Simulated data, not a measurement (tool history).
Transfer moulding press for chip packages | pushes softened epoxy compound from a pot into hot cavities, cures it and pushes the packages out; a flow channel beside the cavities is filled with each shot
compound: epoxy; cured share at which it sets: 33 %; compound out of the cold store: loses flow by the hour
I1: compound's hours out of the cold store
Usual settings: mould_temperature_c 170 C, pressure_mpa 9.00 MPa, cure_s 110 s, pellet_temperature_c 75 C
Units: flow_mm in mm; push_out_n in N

run 1 hour=0.0 | mould_temperature_c=170 pressure_mpa=9.00 cure_s=110 pellet_temperature_c=75 | I1=9.5 | flow_mm=938 push_out_n=904
run 2 hour=9.4 | mould_temperature_c=170 pressure_mpa=9.00 cure_s=110 pellet_temperature_c=73 | I1=24.5 | flow_mm=863 push_out_n=924
run 3 hour=20.2 | mould_temperature_c=170 pressure_mpa=9.00 cure_s=110 pellet_temperature_c=72 | I1=8.8 | flow_mm=940 push_out_n=1045
run 4 hour=37.0 | mould_temperature_c=170 pressure_mpa=9.00 cure_s=110 pellet_temperature_c=75 | I1=14.1 | flow_mm=920 push_out_n=1099
-- hour=53.4 cavities cleaned with cleaning compound and waxed
run 5 hour=57.2 | mould_temperature_c=170 pressure_mpa=9.00 cure_s=110 pellet_temperature_c=75 | I1=21.2 | flow_mm=874 push_out_n=665
run 6 hour=72.5 | mould_temperature_c=170 pressure_mpa=9.30 cure_s=144 pellet_temperature_c=75 | I1=44.4 | flow_mm=768 push_out_n=569
run 7 hour=87.2 | mould_temperature_c=168 pressure_mpa=9.00 cure_s=91 pellet_temperature_c=75 | I1=14.0 | flow_mm=923 push_out_n=1801
run 8 hour=100.8 | mould_temperature_c=166 pressure_mpa=10.83 cure_s=91 pellet_temperature_c=68 | I1=8.4 | flow_mm=1061 push_out_n=2391
run 9 hour=114.6 | mould_temperature_c=166 pressure_mpa=10.83 cure_s=148 pellet_temperature_c=80 | I1=27.8 | flow_mm=925 push_out_n=844
-- hour=129.4 cavities cleaned with cleaning compound and waxed
run 10 hour=130.3 | mould_temperature_c=170 pressure_mpa=10.75 cure_s=110 pellet_temperature_c=75 | I1=37.5 | flow_mm=859 push_out_n=568

The same runs without the tool's hidden state, with the same run-to-run variation:
The hidden state here: true mould temperature over the reading, C; pressure that reaches the compound, % of what is set; grip of the stained cavities, % over clean ones'; drift of the gauge itself on flow_mm, %; drift of the gauge itself on push_out_n, %.
run=1 flow_mm=964 push_out_n=655
run=2 flow_mm=889 push_out_n=626
run=3 flow_mm=970 push_out_n=662
run=4 flow_mm=953 push_out_n=645
run=5 flow_mm=909 push_out_n=622
run=6 flow_mm=802 push_out_n=424
run=7 flow_mm=967 push_out_n=1212
run=8 flow_mm=1114 push_out_n=1483
run=9 flow_mm=975 push_out_n=490
run=10 flow_mm=908 push_out_n=569

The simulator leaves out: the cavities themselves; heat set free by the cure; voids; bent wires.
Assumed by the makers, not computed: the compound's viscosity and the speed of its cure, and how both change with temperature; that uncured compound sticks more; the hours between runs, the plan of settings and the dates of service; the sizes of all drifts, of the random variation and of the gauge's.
